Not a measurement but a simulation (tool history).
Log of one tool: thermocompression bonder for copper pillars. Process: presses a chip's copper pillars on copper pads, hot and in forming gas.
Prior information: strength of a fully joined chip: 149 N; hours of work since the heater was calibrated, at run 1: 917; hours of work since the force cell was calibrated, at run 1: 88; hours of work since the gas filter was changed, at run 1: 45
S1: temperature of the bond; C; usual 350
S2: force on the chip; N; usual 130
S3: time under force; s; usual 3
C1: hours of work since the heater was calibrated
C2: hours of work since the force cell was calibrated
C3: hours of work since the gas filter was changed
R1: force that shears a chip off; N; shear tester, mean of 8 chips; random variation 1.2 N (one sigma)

run 1 hour=0.0 | S1=350 S2=130 S3=3 | C1=917 C2=88 C3=45 | R1=103.2
run 2 hour=6.0 | S1=356 S2=130 S3=3 | C1=920 C2=91 C3=47 | R1=106.5
run 3 hour=12.8 | S1=356 S2=130 S3=3 | C1=922 C2=93 C3=50 | R1=106.5
run 4 hour=19.6 | S1=356 S2=130 S3=3 | C1=925 C2=96 C3=53 | R1=104.6
run 5 hour=30.6 | S1=356 S2=130 S3=3 | C1=930 C2=101 C3=57 | R1=104.8
run 6 hour=42.4 | S1=356 S2=130 S3=3 | C1=935 C2=106 C3=62 | R1=106.6
run 7 hour=53.5 | S1=356 S2=80 S3=3 | C1=939 C2=110 C3=67 | R1=80.1
run 8 hour=62.9 | S1=350 S2=130 S3=3 | C1=943 C2=114 C3=71 | R1=101.4
run 9 hour=74.7 | S1=350 S2=145 S3=3 | C1=948 C2=119 C3=76 | R1=106.5
run 10 hour=84.9 | S1=350 S2=145 S3=3 | C1=953 C2=124 C3=80 | R1=106.5
run 11 hour=91.3 | S1=350 S2=130 S3=3 | C1=955 C2=126 C3=83 | R1=102.6
run 12 hour=97.0 | S1=350 S2=130 S3=3 | C1=958 C2=129 C3=85 | R1=102.3
-- hour=99.5 force cell calibrated
run 13 hour=108.5 | S1=350 S2=130 S3=3 | C1=962 C2=4 C3=89 | R1=99.2
run 14 hour=115.2 | S1=370 S2=107 S3=3 | C1=965 C2=7 C3=92 | R1=103.8
-- hour=126.1 heater calibrated with a thermocouple chip
run 15 hour=128.3 | S1=370 S2=107 S3=3 | C1=1 C2=11 C3=97 | R1=108.8
run 16 hour=139.0 | S1=370 S2=107 S3=3 | C1=5 C2=16 C3=101 | R1=106.9
-- hour=147.7 force cell calibrated, once more
run 17 hour=152.2 | S1=370 S2=107 S3=3 | C1=10 C2=2 C3=106 | R1=108.1
run 18 hour=160.4 | S1=350 S2=158 S3=3 | C1=14 C2=5 C3=110 | R1=114.6
run 19 hour=168.5 | S1=350 S2=155 S3=2 | C1=17 C2=9 C3=113 | R1=102.8
run 20 hour=174.7 | S1=350 S2=155 S3=2 | C1=20 C2=11 C3=116 | R1=101.7
run 21 hour=179.7 | S1=350 S2=155 S3=2 | C1=22 C2=13 C3=118 | R1=102.0
run 22 hour=184.7 | S1=374 S2=178 S3=2 | C1=24 C2=16 C3=120 | R1=123.2
run 23 hour=190.6 | S1=350 S2=95 S3=3 | C1=26 C2=18 C3=122 | R1=88.4
run 24 hour=201.4 | S1=350 S2=95 S3=3 | C1=31 C2=23 C3=127 | R1=86.8
run 25 hour=210.5 | S1=367 S2=137 S3=7 | C1=35 C2=26 C3=131 | R1=131.0

Selected run-to-run steps in R1, each split into two signed amounts: the part the tool would show with no hidden state at all (from settings, incoming material and random variation), and the remainder, which goes to the hidden state together with any gauge scatter not common to the measured and the hidden-state-free results:
Hidden state present: true temperature of the bond over the reading, C; force that reaches the chip, % of what is set; oxide that the forming gas leaves, % of the face; drift of the gauge itself on shear_n, %.
Run 14 -> 15: heater calibrated with a thermocouple chip. R1 +5.0 N: hidden state +4.3, all else +0.7.
Run 22 -> 23: S1 374 -> 350, S2 178 -> 95, S3 2 -> 3. R1 -34.8 N: hidden state +1.9, all else -36.7.
Run 24 -> 25: S1 350 -> 367, S2 95 -> 137, S3 3 -> 7. R1 +44.2 N: hidden state -2.7, all else +46.9.

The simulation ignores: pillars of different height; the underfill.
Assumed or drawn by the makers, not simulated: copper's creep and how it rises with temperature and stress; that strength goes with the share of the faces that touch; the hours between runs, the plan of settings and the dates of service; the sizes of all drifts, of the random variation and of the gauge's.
